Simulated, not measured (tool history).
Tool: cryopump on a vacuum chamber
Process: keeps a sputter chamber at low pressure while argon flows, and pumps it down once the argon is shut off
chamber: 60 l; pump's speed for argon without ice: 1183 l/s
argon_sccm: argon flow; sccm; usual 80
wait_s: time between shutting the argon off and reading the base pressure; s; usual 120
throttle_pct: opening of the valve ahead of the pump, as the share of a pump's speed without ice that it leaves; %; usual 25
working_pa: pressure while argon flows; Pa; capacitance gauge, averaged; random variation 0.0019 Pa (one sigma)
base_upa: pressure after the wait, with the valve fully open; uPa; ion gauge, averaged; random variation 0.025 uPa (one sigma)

Run 1, day 0: usual settings. Result: working_pa 0.504 Pa, base_upa 1.35 uPa.
At day 1.496: pump warmed up, emptied and cooled again.
Run 2, day 1.675: usual settings. Result: working_pa 0.4608 Pa, base_upa 1.2 uPa.
Run 3, day 3.521: usual settings. Result: working_pa 0.4626 Pa, base_upa 1.18 uPa.
Run 4, day 5.329: usual settings. Result: working_pa 0.463 Pa, base_upa 1.25 uPa.
Run 5, day 7.104: usual settings. Result: working_pa 0.4626 Pa, base_upa 1.32 uPa.
Run 6, day 8.2: usual settings but throttle_pct 46 %. Result: working_pa 0.2571 Pa, base_upa 1.28 uPa.
Run 7, day 10.05: usual settings but throttle_pct 46 %. Result: working_pa 0.2584 Pa, base_upa 1.36 uPa.
Run 8, day 11.421: usual settings but wait_s 71 s. Result: working_pa 0.4681 Pa, base_upa 1.85 uPa.
Run 9, day 12.483: usual settings but throttle_pct 23 %. Result: working_pa 0.5077 Pa, base_upa 1.36 uPa.
Run 10, day 14.1: usual settings but throttle_pct 23 %. Result: working_pa 0.5112 Pa, base_upa 1.44 uPa.
Run 11, day 15.979: usual settings but throttle_pct 21 %. Result: working_pa 0.5605 Pa, base_upa 1.42 uPa.
Run 12, day 17.283: usual settings but argon_sccm 119 sccm, throttle_pct 21 %. Result: working_pa 0.8413 Pa, base_upa 1.44 uPa.
Run 13, day 18.238: usual settings but argon_sccm 119 sccm, throttle_pct 21 %. Result: working_pa 0.8366 Pa, base_upa 1.49 uPa.
Run 14, day 20.229: usual settings but argon_sccm 119 sccm, throttle_pct 21 %. Result: working_pa 0.8405 Pa, base_upa 1.58 uPa.
Run 15, day 22.1: usual settings but argon_sccm 119 sccm, throttle_pct 21 %. Result: working_pa 0.8445 Pa, base_upa 1.57 uPa.

Run 16 comes next. What will it give?
Run 16, day 23.496: usual settings but argon_sccm 105 sccm, throttle_pct 21 %. Result: working_pa ?, base_upa ?.

working_pa: 0.7465 Pa
base_upa: 1.53 uPa
Without the tool's hidden state the same run would have given working_pa 0.714 Pa, base_upa 0.92 uPa.
